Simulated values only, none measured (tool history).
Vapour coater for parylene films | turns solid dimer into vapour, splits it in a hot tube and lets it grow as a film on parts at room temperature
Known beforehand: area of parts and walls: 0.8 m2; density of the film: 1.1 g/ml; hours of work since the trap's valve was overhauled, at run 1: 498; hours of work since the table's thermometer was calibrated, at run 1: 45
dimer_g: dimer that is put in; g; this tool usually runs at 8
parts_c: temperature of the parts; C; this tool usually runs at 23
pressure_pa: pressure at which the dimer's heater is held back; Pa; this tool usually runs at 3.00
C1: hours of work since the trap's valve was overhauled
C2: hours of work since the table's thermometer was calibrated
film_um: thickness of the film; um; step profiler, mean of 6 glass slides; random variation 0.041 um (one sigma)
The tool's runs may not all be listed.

run 1 day=0.000 | dimer_g=8 parts_c=23 pressure_pa=3.00 | C1=498 C2=45 | film_um=4.10
run 2 day=0.312 | dimer_g=8 parts_c=23 pressure_pa=3.43 | C1=501 C2=48 | film_um=4.03
run 3 day=0.675 | dimer_g=8 parts_c=27 pressure_pa=3.43 | C1=506 C2=53 | film_um=3.67
run 4 day=1.250 | dimer_g=8 parts_c=23 pressure_pa=3.00 | C1=513 C2=60 | film_um=4.10
run 5 day=1.846 | dimer_g=8 parts_c=23 pressure_pa=2.01 | C1=520 C2=67 | film_um=4.33
run 6 day=2.329 | dimer_g=8 parts_c=23 pressure_pa=2.01 | C1=526 C2=73 | film_um=4.29
run 7 day=2.971 | dimer_g=8 parts_c=23 pressure_pa=2.01 | C1=533 C2=81 | film_um=4.35
run 8 day=3.325 | dimer_g=8 parts_c=23 pressure_pa=2.01 | C1=538 C2=85 | film_um=4.34
run 9 day=3.862 | dimer_g=8 parts_c=33 pressure_pa=2.01 | C1=544 C2=91 | film_um=3.38
run 10 day=4.408 | dimer_g=8 parts_c=33 pressure_pa=2.01 | C1=551 C2=98 | film_um=3.31
run 11 day=5.008 | dimer_g=9 parts_c=33 pressure_pa=2.01 | C1=558 C2=105 | film_um=3.75
-- day=5.108 table's thermometer calibrated
run 12 day=5.354 | dimer_g=9 parts_c=33 pressure_pa=2.02 | C1=562 C2=3 | film_um=3.71
run 13 day=5.771 | dimer_g=9 parts_c=33 pressure_pa=4.83 | C1=567 C2=8 | film_um=3.32
run 14 day=6.062 | dimer_g=8 parts_c=23 pressure_pa=10.84 | C1=570 C2=12 | film_um=3.53
run 15 day=6.475 | dimer_g=8 parts_c=23 pressure_pa=10.84 | C1=575 C2=17 | film_um=3.51
run 16 day=6.892 | dimer_g=4 parts_c=23 pressure_pa=10.84 | C1=580 C2=22 | film_um=1.72
-- day=7.100 table's thermometer calibrated, once more
run 17 day=7.275 | dimer_g=4 parts_c=23 pressure_pa=10.84 | C1=584 C2=2 | film_um=1.72
run 18 day=7.650 | dimer_g=4 parts_c=23 pressure_pa=10.84 | C1=589 C2=7 | film_um=1.79
run 19 day=8.071 | dimer_g=9 parts_c=23 pressure_pa=10.84 | C1=594 C2=12 | film_um=3.89
run 20 day=8.558 | dimer_g=9 parts_c=23 pressure_pa=10.84 | C1=600 C2=18 | film_um=3.95
run 21 day=9.062 | dimer_g=8 parts_c=33 pressure_pa=3.00 | C1=606 C2=24 | film_um=3.13
run 22 day=9.642 | dimer_g=8 parts_c=33 pressure_pa=3.00 | C1=613 C2=31 | film_um=3.11
run 23 day=10.150 | dimer_g=4 parts_c=16 pressure_pa=5.92 | C1=619 C2=37 | film_um=2.21
run 24 day=10.433 | dimer_g=9 parts_c=16 pressure_pa=5.92 | C1=623 C2=40 | film_um=5.01
run 25 day=10.792 | dimer_g=9 parts_c=16 pressure_pa=11.67 | C1=627 C2=45 | film_um=4.66
run 26 day=11.188 | dimer_g=13 parts_c=28 pressure_pa=2.19 | C1=632 C2=49 | film_um=6.02
-- day=11.708 trap's valve overhauled
run 27 day=11.842 | dimer_g=9 parts_c=23 pressure_pa=5.47 | C1=2 C2=55 | film_um=4.65
run 28 day=12.288 | dimer_g=9 parts_c=23 pressure_pa=5.47 | C1=7 C2=61 | film_um=4.68
run 29 day=12.654 | dimer_g=7 parts_c=23 pressure_pa=10.72 | C1=11 C2=65 | film_um=3.33
run 30 day=12.975 | dimer_g=8 parts_c=22 pressure_pa=2.36 | C1=15 C2=69 | film_um=4.70
run 31 day=13.371 | dimer_g=4 parts_c=22 pressure_pa=2.36 | C1=20 C2=74 | film_um=2.33
run 32 day=13.783 | dimer_g=10 parts_c=23 pressure_pa=3.90 | C1=25 C2=79 | film_um=5.26
run 33 day=14.188 | dimer_g=10 parts_c=23 pressure_pa=3.90 | C1=30 C2=84 | film_um=5.30
run 34 day=14.546 | dimer_g=10 parts_c=23 pressure_pa=3.90 | C1=34 C2=88 | film_um=5.32
run 35 day=14.817 | dimer_g=8 parts_c=23 pressure_pa=2.04 | C1=38 C2=91 | film_um=4.59
run 36 day=15.358 | dimer_g=12 parts_c=33 pressure_pa=3.93 | C1=44 C2=98 | film_um=4.88
run 37 day=15.996 | dimer_g=12 parts_c=30 pressure_pa=8.74 | C1=52 C2=106 | film_um=4.81
run 38 day=16.362 | dimer_g=12 parts_c=30 pressure_pa=8.74 | C1=56 C2=110 | film_um=4.80
run 39 day=16.929 | dimer_g=4 parts_c=23 pressure_pa=3.00 | C1=63 C2=117 | film_um=2.18

Pick out some run-to-run changes in film_um. Of each, how much would a tool without hidden state show as well, from the settings, what came in and chance, and how much is left for the hidden state and any gauge scatter not in both results compared?
The hidden state here: vapour lost through the trap's worn valve, %; true temperature of the parts over the reading, C; drift of the gauge itself on film_um, %.
Run 18 -> 19: dimer_g 4 -> 9. film_um +2.10 um: hidden state -0.17, all else +2.27.
Run 23 -> 24: dimer_g 4 -> 9. film_um +2.80 um: hidden state -0.24, all else +3.04.
Run 26 -> 27: dimer_g 13 -> 9, parts_c 28 -> 23, pressure_pa 2.19 -> 5.47, trap's valve overhauled. film_um -1.37 um: hidden state +0.53, all else -1.90.
Run 31 -> 32: dimer_g 4 -> 10, parts_c 22 -> 23, pressure_pa 2.36 -> 3.90. film_um +2.93 um: hidden state -0.02, all else +2.95.
Run 38 -> 39: dimer_g 12 -> 4, parts_c 30 -> 23, pressure_pa 8.74 -> 3.00. film_um -2.62 um: hidden state +0.02, all else -2.64.
